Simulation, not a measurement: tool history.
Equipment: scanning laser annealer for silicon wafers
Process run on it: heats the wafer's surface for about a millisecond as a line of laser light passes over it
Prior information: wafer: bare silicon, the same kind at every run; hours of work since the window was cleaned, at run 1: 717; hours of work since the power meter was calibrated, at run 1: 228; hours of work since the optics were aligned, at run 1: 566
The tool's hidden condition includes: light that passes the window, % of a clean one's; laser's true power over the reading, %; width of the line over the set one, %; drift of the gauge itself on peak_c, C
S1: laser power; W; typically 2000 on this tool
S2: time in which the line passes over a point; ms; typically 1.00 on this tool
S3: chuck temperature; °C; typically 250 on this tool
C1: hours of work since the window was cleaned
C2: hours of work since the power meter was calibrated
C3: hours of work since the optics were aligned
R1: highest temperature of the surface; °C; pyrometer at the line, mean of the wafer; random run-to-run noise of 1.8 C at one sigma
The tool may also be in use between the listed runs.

Run 1, hour 0.0: usual settings; C1 717; C2 228; C3 566. Result: R1 921 °C.
Run 2, hour 12.0: usual settings but S1 1928 W; C1 725; C2 236; C3 575. Result: R1 893 °C.
Run 3, hour 32.0: usual settings; C1 739; C2 250; C3 589. Result: R1 919 °C.
Run 4, hour 54.2: usual settings; C1 755; C2 266; C3 604. Result: R1 918 °C.
Run 5, hour 76.8: usual settings; C1 771; C2 282; C3 620. Result: R1 918 °C.
Run 6, hour 95.0: usual settings but S3 242 °C; C1 783; C2 294; C3 633. Result: R1 910 °C.
Run 7, hour 112.0: usual settings but S1 1760 W; C1 795; C2 306; C3 645. Result: R1 817 °C.
Run 8, hour 134.1: usual settings but S1 1760 W; C1 811; C2 322; C3 661. Result: R1 814 °C.
At hour 152.3: window over the wafer cleaned.
Run 9, hour 156.4: usual settings but S1 1760 W; C1 3; C2 336; C3 675. Result: R1 845 °C.
Run 10, hour 179.2: usual settings; C1 19; C2 352; C3 691. Result: R1 948 °C.
Run 11, hour 200.4: usual settings; C1 34; C2 367; C3 706. Result: R1 950 °C.
Run 12, hour 222.8: usual settings; C1 50; C2 383; C3 722. Result: R1 949 °C.
Run 13, hour 239.5: usual settings; C1 61; C2 395; C3 733. Result: R1 949 °C.
Run 14, hour 260.6: usual settings; C1 76; C2 410; C3 748. Result: R1 943 °C.
Run 15, hour 283.8: usual settings; C1 92; C2 426; C3 764. Result: R1 946 °C.
Run 16, hour 299.8: usual settings but S1 1807 W; C1 104; C2 437; C3 776. Result: R1 862 °C.
Run 17, hour 309.5: usual settings; C1 111; C2 444; C3 783. Result: R1 945 °C.
Run 18, hour 321.3: usual settings; C1 119; C2 452; C3 791. Result: R1 944 °C.
Run 19, hour 339.7: usual settings; C1 132; C2 465; C3 804. Result: R1 940 °C.
Run 20, hour 362.7: usual settings; C1 148; C2 481; C3 820. Result: R1 943 °C.
Run 21, hour 377.6: usual settings but S1 1881 W, S2 0.72 ms, S3 231 °C; C1 158; C2 492; C3 830. Result: R1 765 °C.
Run 22, hour 396.0: usual settings but S1 1881 W, S2 0.73 ms, S3 231 °C; C1 171; C2 505; C3 843. Result: R1 773 °C.
Run 23, hour 414.2: usual settings but S1 1881 W, S2 0.73 ms, S3 231 °C; C1 184; C2 518; C3 856. Result: R1 772 °C.
Run 24, hour 433.7: usual settings but S1 2052 W, S2 1.04 ms, S3 276 °C; C1 198; C2 531; C3 870. Result: R1 1005 °C.
Run 25, hour 451.7: usual settings but S1 2020 W, S2 1.23 ms; C1 211; C2 544; C3 883. Result: R1 1029 °C.
Run 26, hour 472.7: usual settings but S1 2015 W, S2 0.83 ms; C1 225; C2 559; C3 897. Result: R1 879 °C.
Run 27, hour 490.6: usual settings but S1 2015 W, S2 1.17 ms; C1 238; C2 571; C3 910. Result: R1 1011 °C.
Run 28, hour 511.0: usual settings but S1 2036 W, S3 270 °C; C1 252; C2 586; C3 924. Result: R1 973 °C.
Run 29, hour 521.8: usual settings but S2 0.85 ms, S3 290 °C; C1 260; C2 593; C3 932. Result: R1 918 °C.
Run 30, hour 532.1: usual settings but S2 0.85 ms, S3 290 °C; C1 267; C2 601; C3 939. Result: R1 920 °C.
Run 31, hour 546.3: usual settings but S1 2167 W, S2 0.90 ms, S3 277 °C; C1 277; C2 610; C3 949. Result: R1 999 °C.
Run 32, hour 558.3: usual settings but S1 2018 W, S2 1.08 ms, S3 286 °C; C1 286; C2 619; C3 957. Result: R1 1006 °C.
Run 33, hour 578.0: usual settings but S1 2018 W, S2 1.08 ms, S3 286 °C; C1 299; C2 633; C3 971. Result: R1 1009 °C.
Run 34, hour 590.2: usual settings but S1 2043 W, S2 0.70 ms, S3 260 °C; C1 308; C2 641; C3 980. Result: R1 841 °C.
Run 35, hour 603.3: usual settings but S1 1835 W, S2 0.93 ms, S3 260 °C; C1 317; C2 651; C3 989. Result: R1 849 °C.
Run 36, hour 622.0: usual settings but S1 1835 W, S2 0.93 ms, S3 260 °C; C1 330; C2 664; C3 1002. Result: R1 853 °C.
Run 37, hour 642.3: usual settings but S2 0.79 ms; C1 345; C2 678; C3 1017. Result: R1 852 °C.
Run 38, hour 656.0: usual settings but S1 1859 W, S2 0.97 ms, S3 214 °C; C1 354; C2 688; C3 1026. Result: R1 825 °C.
Run 39, hour 679.2: usual settings but S2 1.04 ms; C1 371; C2 704; C3 1043. Result: R1 951 °C.
Run 40, hour 693.3: usual settings but S1 2053 W, S2 0.70 ms, S3 272 °C; C1 381; C2 714; C3 1052. Result: R1 852 °C.

Some steps in R1, run to run, broken into two amounts with sign: the step expected even without the hidden condition (settings, incoming material, random variation), and the rest, left for the hidden condition together with whatever gauge scatter is not in both the measured and the hidden-condition-free result:
Run 6 -> 7: S1 2000 -> 1760, S3 242 -> 250. R1 -93 °C: hidden state +6, all else -99.
Run 8 -> 9: window over the wafer cleaned. R1 +31 °C: hidden state +29, all else +2.
Run 20 -> 21: S1 2000 -> 1881, S2 1.00 -> 0.72, S3 250 -> 231. R1 -178 °C: hidden state +2, all else -180.
Run 23 -> 24: S1 1881 -> 2052, S2 0.73 -> 1.04, S3 231 -> 276. R1 +233 °C: hidden state -5, all else +238.
Run 33 -> 34: S1 2018 -> 2043, S2 1.08 -> 0.70, S3 286 -> 260. R1 -168 °C: hidden state +4, all else -172.

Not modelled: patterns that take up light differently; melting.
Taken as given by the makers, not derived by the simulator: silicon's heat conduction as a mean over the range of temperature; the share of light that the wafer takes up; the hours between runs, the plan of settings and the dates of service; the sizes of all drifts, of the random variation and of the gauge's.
